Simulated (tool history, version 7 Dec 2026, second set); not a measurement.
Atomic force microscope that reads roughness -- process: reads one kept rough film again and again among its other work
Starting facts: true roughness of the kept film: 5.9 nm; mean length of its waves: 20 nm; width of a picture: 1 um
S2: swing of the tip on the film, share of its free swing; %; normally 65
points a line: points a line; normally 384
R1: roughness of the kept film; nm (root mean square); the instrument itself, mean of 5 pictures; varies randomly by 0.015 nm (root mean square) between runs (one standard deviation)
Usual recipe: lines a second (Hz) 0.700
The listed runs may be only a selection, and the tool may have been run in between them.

run 1 day=0.000 | lines_a_second_(Hz)=0.700 S2=65 points_a_line=384 | R1=3.553
run 2 day=0.550 | lines_a_second_(Hz)=0.700 S2=65 points_a_line=384 | R1=3.538
-- day=1.071 new tip fitted
run 3 day=1.129 | lines_a_second_(Hz)=0.700 S2=81 points_a_line=384 | R1=3.454
run 4 day=1.933 | lines_a_second_(Hz)=0.700 S2=81 points_a_line=634 | R1=3.498
run 5 day=2.342 | lines_a_second_(Hz)=0.700 S2=65 points_a_line=544 | R1=3.599
run 6 day=3.200 | lines_a_second_(Hz)=0.700 S2=65 points_a_line=544 | R1=3.601
run 7 day=3.796 | lines_a_second_(Hz)=0.700 S2=65 points_a_line=384 | R1=3.566
run 8 day=4.596 | lines_a_second_(Hz)=1.110 S2=65 points_a_line=384 | R1=3.499
run 9 day=5.121 | lines_a_second_(Hz)=1.110 S2=65 points_a_line=384 | R1=3.520
run 10 day=6.000 | lines_a_second_(Hz)=1.110 S2=65 points_a_line=384 | R1=3.517
run 11 day=6.588 | lines_a_second_(Hz)=0.700 S2=65 points_a_line=384 | R1=3.596
run 12 day=7.250 | lines_a_second_(Hz)=0.700 S2=65 points_a_line=384 | R1=3.586
run 13 day=7.792 | lines_a_second_(Hz)=0.700 S2=65 points_a_line=384 | R1=3.556
run 14 day=8.446 | lines_a_second_(Hz)=0.700 S2=65 points_a_line=384 | R1=3.544
run 15 day=8.929 | lines_a_second_(Hz)=0.700 S2=65 points_a_line=384 | R1=3.558
-- day=9.542 new tip fitted
run 16 day=9.704 | lines_a_second_(Hz)=0.700 S2=65 points_a_line=384 | R1=3.581
run 17 day=10.488 | lines_a_second_(Hz)=0.700 S2=65 points_a_line=384 | R1=3.561
run 18 day=11.112 | lines_a_second_(Hz)=1.459 S2=65 points_a_line=384 | R1=3.471
run 19 day=11.621 | lines_a_second_(Hz)=1.459 S2=65 points_a_line=384 | R1=3.474
run 20 day=11.988 | lines_a_second_(Hz)=1.459 S2=65 points_a_line=301 | R1=3.453
run 21 day=12.571 | lines_a_second_(Hz)=1.459 S2=65 points_a_line=301 | R1=3.431
run 22 day=13.408 | lines_a_second_(Hz)=1.853 S2=60 points_a_line=281 | R1=3.441
run 23 day=13.792 | lines_a_second_(Hz)=1.853 S2=60 points_a_line=281 | R1=3.447
run 24 day=14.692 | lines_a_second_(Hz)=1.853 S2=60 points_a_line=281 | R1=3.422
run 25 day=15.100 | lines_a_second_(Hz)=1.806 S2=56 points_a_line=904 | R1=3.565
run 26 day=15.671 | lines_a_second_(Hz)=1.843 S2=56 points_a_line=503 | R1=3.589
run 27 day=16.496 | lines_a_second_(Hz)=1.843 S2=56 points_a_line=503 | R1=3.522
run 28 day=17.112 | lines_a_second_(Hz)=1.843 S2=56 points_a_line=503 | R1=3.538
run 29 day=17.788 | lines_a_second_(Hz)=0.723 S2=65 points_a_line=455 | R1=3.579
-- day=18.042 new tip fitted
run 30 day=18.692 | lines_a_second_(Hz)=0.848 S2=65 points_a_line=641 | R1=3.606
run 31 day=19.267 | lines_a_second_(Hz)=0.848 S2=65 points_a_line=641 | R1=3.596
run 32 day=20.133 | lines_a_second_(Hz)=0.700 S2=77 points_a_line=788 | R1=3.531
run 33 day=21.029 | lines_a_second_(Hz)=0.694 S2=56 points_a_line=703 | R1=3.640
run 34 day=21.412 | lines_a_second_(Hz)=0.700 S2=73 points_a_line=916 | R1=3.564
run 35 day=22.150 | lines_a_second_(Hz)=2.698 S2=73 points_a_line=449 | R1=3.176
run 36 day=22.846 | lines_a_second_(Hz)=2.311 S2=85 points_a_line=395 | R1=2.943
run 37 day=23.575 | lines_a_second_(Hz)=0.700 S2=65 points_a_line=333 | R1=3.531
run 38 day=24.250 | lines_a_second_(Hz)=2.547 S2=65 points_a_line=338 | R1=3.310
run 39 day=24.725 | lines_a_second_(Hz)=1.376 S2=65 points_a_line=338 | R1=3.452
run 40 day=25.333 | lines_a_second_(Hz)=1.376 S2=65 points_a_line=338 | R1=3.446
run 41 day=26.088 | lines_a_second_(Hz)=1.879 S2=56 points_a_line=277 | R1=3.481
-- day=26.517 new tip fitted
run 42 day=26.600 | lines_a_second_(Hz)=0.694 S2=74 points_a_line=746 | R1=3.555

Predict each of these 3 candidate next runs independently; none follows another, all start after run 42:
run A day=26.988 | lines_a_second_(Hz)=1.147 S2=82 points_a_line=313 | R1=?
run B day=26.988 | lines_a_second_(Hz)=0.700 S2=65 points_a_line=267 | R1=?
run C day=26.988 | lines_a_second_(Hz)=1.309 S2=84 points_a_line=347 | R1=?

run=A R1=3.314
run=B R1=3.503
run=C R1=3.233
The same runs, with their run-to-run variation unchanged, on a tool lacking any hidden condition would have given:
run=A R1=3.316
run=B R1=3.505
run=C R1=3.235
